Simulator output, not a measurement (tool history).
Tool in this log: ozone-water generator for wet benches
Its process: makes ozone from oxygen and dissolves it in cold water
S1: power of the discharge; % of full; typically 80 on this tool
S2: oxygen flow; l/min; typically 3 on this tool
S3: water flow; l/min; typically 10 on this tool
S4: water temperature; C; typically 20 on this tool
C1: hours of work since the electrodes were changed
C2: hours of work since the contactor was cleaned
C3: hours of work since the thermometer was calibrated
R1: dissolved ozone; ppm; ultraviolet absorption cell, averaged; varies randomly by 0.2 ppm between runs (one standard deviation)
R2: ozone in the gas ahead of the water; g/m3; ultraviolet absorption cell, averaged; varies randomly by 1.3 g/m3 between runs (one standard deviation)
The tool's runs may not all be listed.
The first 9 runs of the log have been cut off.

run,hour,S1,S2,S3,S4,C1,C2,C3,R1,R2
10,781.3,80,3,10,20,3520,8513,225,24.4,223.8
11,850.9,80,3,10,20,3571,8565,276,24.1,223.1
12,952.6,70,3,10,20,3647,8640,352,21.6,199.7
13,1036.2,80,3,10,20,3709,8702,414,24.3,219.7
14,1137.9,80,3,10,20,3784,8778,489,24,221.5
15,1251.5,80,3,10,20,3869,8862,574,24,219.1
16,1354.2,80,3,10,20,3945,8938,650,23.7,223.4
17,1436,80,3,10,28,4006,8999,711,20.9,220.3
18,1511,80,3,10,28,4061,9055,766,20.4,219.7
19,1610.3,80,2.08,10,12,4135,9128,840,24,250
20,1689.3,83,3,10,24,4194,9187,899,23.2,226.8
21,1767.2,83,3,10,24,4252,9245,956,23,225.4
22,1849,63,3,14,20,4312,9306,1017,14.3,181.6
23,1941.3,63,3.27,14,17,4381,9374,1086,15.4,175.2
24,2011.7,80,2.8,10,20,4433,9426,1138,23.2,223.5
25,2065.1,80,2.8,10,20,4473,9466,1178,22.9,222.7
26,2157.1,80,2.8,10,20,4541,9534,1246,22.9,222.8

Run 27 is up next; what results do you expect?
27,2207.3,80,3,12,20,4578,9572,1283,?,?

R1: 20.2 ppm
R2: 220.1 g/m3
The same run, on a tool lacking any hidden state, would have yielded R1 24.7 ppm, R2 241.2 g/m3.
